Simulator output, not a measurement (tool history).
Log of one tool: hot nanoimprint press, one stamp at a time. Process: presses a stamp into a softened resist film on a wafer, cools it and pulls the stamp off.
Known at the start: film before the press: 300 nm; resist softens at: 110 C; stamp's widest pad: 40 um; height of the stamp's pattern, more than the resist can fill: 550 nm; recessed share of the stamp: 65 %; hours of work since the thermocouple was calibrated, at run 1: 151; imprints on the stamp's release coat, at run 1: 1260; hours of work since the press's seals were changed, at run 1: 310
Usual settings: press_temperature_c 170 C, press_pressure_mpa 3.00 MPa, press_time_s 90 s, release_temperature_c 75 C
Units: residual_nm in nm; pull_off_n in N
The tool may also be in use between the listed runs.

run,day,press_temperature_c,press_pressure_mpa,press_time_s,release_temperature_c,hours of work since the thermocouple was calibrated,imprints on the stamp's release coat,hours of work since the press's seals were changed,residual_nm,pull_off_n
1,0.000,170,3.00,90,75,151,1260,310,119.6,311
2,0.988,170,3.00,90,75,163,1319,321,120.7,327
3,2.517,170,3.00,90,75,180,1410,338,119.9,337
4,3.500,170,3.00,57,75,191,1469,350,145.5,333
5,4.762,170,3.00,90,75,206,1545,364,123.1,333
6,5.871,170,3.00,90,75,218,1611,377,121.9,342
7,7.462,170,3.00,90,75,236,1707,395,123.1,349
8,8.850,170,2.24,90,75,252,1790,411,141.6,359
# day 10.275: stamp cleaned and given a new release coat
9,10.508,170,2.22,90,75,268,14,427,143.5,238
# day 10.721: plate thermocouple calibrated
10,12.025,170,2.22,90,75,15,98,443,147.7,244
11,12.896,170,3.00,90,75,25,150,453,129.8,253
12,14.058,170,3.00,90,75,38,219,466,130.1,253
# day 14.638: plate thermocouple calibrated, once more
13,14.904,170,3.00,90,75,3,263,474,116.0,249
14,15.696,170,3.00,90,75,12,310,483,117.3,245
15,17.462,159,3.00,90,75,32,416,503,203.7,259
16,19.075,159,3.00,90,73,51,513,522,208.5,287
17,20.854,159,3.00,90,73,71,619,542,208.3,285
18,22.075,159,2.61,90,73,85,692,556,218.6,286
19,23.212,159,2.61,90,73,98,761,569,217.6,301
20,24.188,170,3.00,82,71,109,819,580,124.1,299
21,25.058,181,4.80,53,78,119,871,590,65.5,279
22,25.817,180,1.90,53,73,128,917,599,109.1,302
23,26.717,170,3.65,90,75,138,971,609,110.6,290
24,28.454,170,3.10,129,75,158,1075,629,103.3,302
25,29.542,173,2.41,77,75,170,1140,641,121.5,312
26,30.438,170,3.00,90,72,180,1194,651,121.4,345
27,31.183,170,3.00,90,72,189,1238,660,122.0,331
28,32.133,170,3.00,90,72,200,1295,671,122.7,336
29,33.392,178,3.92,170,61,214,1371,685,53.5,410

3 ways to go on from here, each from the tool as it stands after run 29. What would each give?
A,34.683,160,3.00,67,75,229,1448,700,?,?
B,34.683,164,4.54,170,76,229,1448,700,?,?
C,34.683,170,3.55,90,67,229,1448,700,?,?

run,residual_nm,pull_off_n
A,221.8,337
B,113.7,338
C,114.7,374
Without the tool's hidden state the same runs would have given:
run,residual_nm,pull_off_n
A,210.9,235
B,103.9,236
C,106.1,261
